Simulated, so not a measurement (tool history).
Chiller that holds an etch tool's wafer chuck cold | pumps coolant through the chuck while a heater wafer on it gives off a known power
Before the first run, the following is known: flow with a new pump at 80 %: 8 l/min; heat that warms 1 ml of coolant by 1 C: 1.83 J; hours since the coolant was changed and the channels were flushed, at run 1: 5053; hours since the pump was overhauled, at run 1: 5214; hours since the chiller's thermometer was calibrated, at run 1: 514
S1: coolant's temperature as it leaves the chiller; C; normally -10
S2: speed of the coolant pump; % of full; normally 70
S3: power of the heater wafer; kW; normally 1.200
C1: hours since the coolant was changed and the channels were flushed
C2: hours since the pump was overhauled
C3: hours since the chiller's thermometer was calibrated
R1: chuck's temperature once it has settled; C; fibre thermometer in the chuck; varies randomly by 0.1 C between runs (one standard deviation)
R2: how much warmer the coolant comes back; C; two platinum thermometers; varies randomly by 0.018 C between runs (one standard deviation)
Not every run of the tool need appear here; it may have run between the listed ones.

| run | hour | S1 | S2 | S3 | C1 | C2 | C3 | R1 | R2 |
|---|---|---|---|---|---|---|---|---|---|
| 1 | 0.0 | -10 | 70 | 1.200 | 5053 | 5214 | 514 | -0.6 | 5.67 |
| 2 | 71.2 | -10 | 70 | 1.200 | 5125 | 5286 | 585 | -0.5 | 5.64 |
| 3 | 157.5 | -10 | 70 | 1.200 | 5211 | 5372 | 672 | -0.7 | 5.61 |
| 4 | 293.7 | -10 | 70 | 1.200 | 5347 | 5508 | 808 | -0.7 | 5.57 |
| 5 | 407.2 | -10 | 70 | 1.200 | 5461 | 5622 | 921 | -0.7 | 5.53 |
| 6 | 488.4 | -10 | 70 | 1.200 | 5542 | 5703 | 1002 | -0.6 | 5.50 |
| 7 | 559.9 | -10 | 70 | 1.200 | 5613 | 5774 | 1074 | -0.4 | 5.51 |
| 8 | 645.1 | -10 | 79 | 1.200 | 5698 | 5859 | 1159 | -1.5 | 4.76 |
| 9 | 767.3 | -10 | 79 | 1.200 | 5821 | 5982 | 1281 | -1.4 | 4.74 |
| 10 | 859.9 | -10 | 79 | 1.200 | 5913 | 6074 | 1374 | -1.3 | 4.72 |
| 11 | 1000.3 | -10 | 79 | 1.200 | 6054 | 6215 | 1514 | -1.1 | 4.66 |
| 12 | 1063.4 | -10 | 79 | 1.200 | 6117 | 6278 | 1577 | -1.4 | 4.66 |
| 13 | 1136.5 | -10 | 79 | 1.200 | 6190 | 6351 | 1651 | -1.2 | 4.62 |
| 14 | 1220.8 | -10 | 79 | 1.200 | 6274 | 6435 | 1735 | -1.3 | 4.55 |
| 15 | 1326.6 | -10 | 79 | 1.200 | 6380 | 6541 | 1841 | -1.3 | 4.52 |
|  | 1427.0 | gauge calibrated |
| 16 | 1427.0 | -10 | 79 | 1.200 | 6480 | 6641 | 1941 | -1.3 | 5.00 |
| 17 | 1538.2 | -10 | 79 | 1.200 | 6592 | 6753 | 2052 | -1.5 | 4.95 |
| 18 | 1622.8 | -10 | 79 | 1.200 | 6676 | 6837 | 2137 | -1.2 | 4.93 |
| 19 | 1732.3 | -10 | 79 | 1.200 | 6786 | 6947 | 2246 | -1.1 | 4.86 |
| 20 | 1811.6 | -5 | 76 | 0.783 | 6865 | 7026 | 2326 | 0.9 | 3.26 |
| 21 | 1942.9 | -17 | 70 | 1.350 | 6996 | 7157 | 2457 | -6.6 | 6.17 |
| 22 | 2053.6 | -17 | 70 | 1.350 | 7107 | 7268 | 2568 | -6.3 | 6.16 |
| 23 | 2159.4 | -18 | 70 | 0.939 | 7213 | 7374 | 2673 | -10.6 | 4.19 |
| 24 | 2259.9 | -4 | 63 | 0.650 | 7313 | 7474 | 2774 | 1.6 | 3.09 |
| 25 | 2344.2 | -4 | 63 | 0.650 | 7398 | 7559 | 2858 | 1.4 | 3.10 |
| 26 | 2487.4 | -10 | 74 | 1.200 | 7541 | 7702 | 3001 | -0.9 | 4.97 |
| 27 | 2572.6 | -10 | 74 | 1.200 | 7626 | 7787 | 3087 | -0.9 | 4.99 |
| 28 | 2694.1 | -10 | 74 | 1.200 | 7748 | 7909 | 3208 | -1.0 | 4.96 |
| 29 | 2831.1 | -10 | 74 | 1.200 | 7884 | 8045 | 3345 | -0.8 | 4.87 |
| 30 | 2931.2 | -10 | 74 | 1.200 | 7985 | 8146 | 3445 | -0.9 | 4.82 |
| 31 | 2995.9 | -19 | 89 | 1.200 | 8049 | 8210 | 3510 | -10.9 | 3.88 |

Selected run-to-run steps in R2, each split into two signed amounts: the part the tool would show with no hidden state at all (from settings, incoming material and random variation), and the remainder, which goes to the hidden state together with any gauge scatter not common to the measured and the hidden-state-free results:
What the log doesn't record here: heat passed by the chuck's channels, % of clean ones'; flow at a given pump speed, % of a new pump's; coolant's true temperature over the reading, C; drift of the gauge itself on chuck_c, C; drift of the gauge itself on warmer_back_c, C.
Run 3 -> 4: no setting changed, nothing entered. R2 -0.04 C: hidden state -0.05, all else +0.01.
Run 15 -> 16: gauge calibrated. R2 +0.48 C: hidden state +0.44, all else +0.04.
Run 20 -> 21: S1 -5 -> -17, S2 76 -> 70, S3 0.783 -> 1.350. R2 +2.91 C: hidden state -0.04, all else +2.95.
Run 22 -> 23: S1 -17 -> -18, S3 1.350 -> 0.939. R2 -1.97 C: hidden state -0.03, all else -1.94.
Run 25 -> 26: S1 -4 -> -10, S2 63 -> 74, S3 0.650 -> 1.200. R2 +1.87 C: hidden state -0.05, all else +1.92.

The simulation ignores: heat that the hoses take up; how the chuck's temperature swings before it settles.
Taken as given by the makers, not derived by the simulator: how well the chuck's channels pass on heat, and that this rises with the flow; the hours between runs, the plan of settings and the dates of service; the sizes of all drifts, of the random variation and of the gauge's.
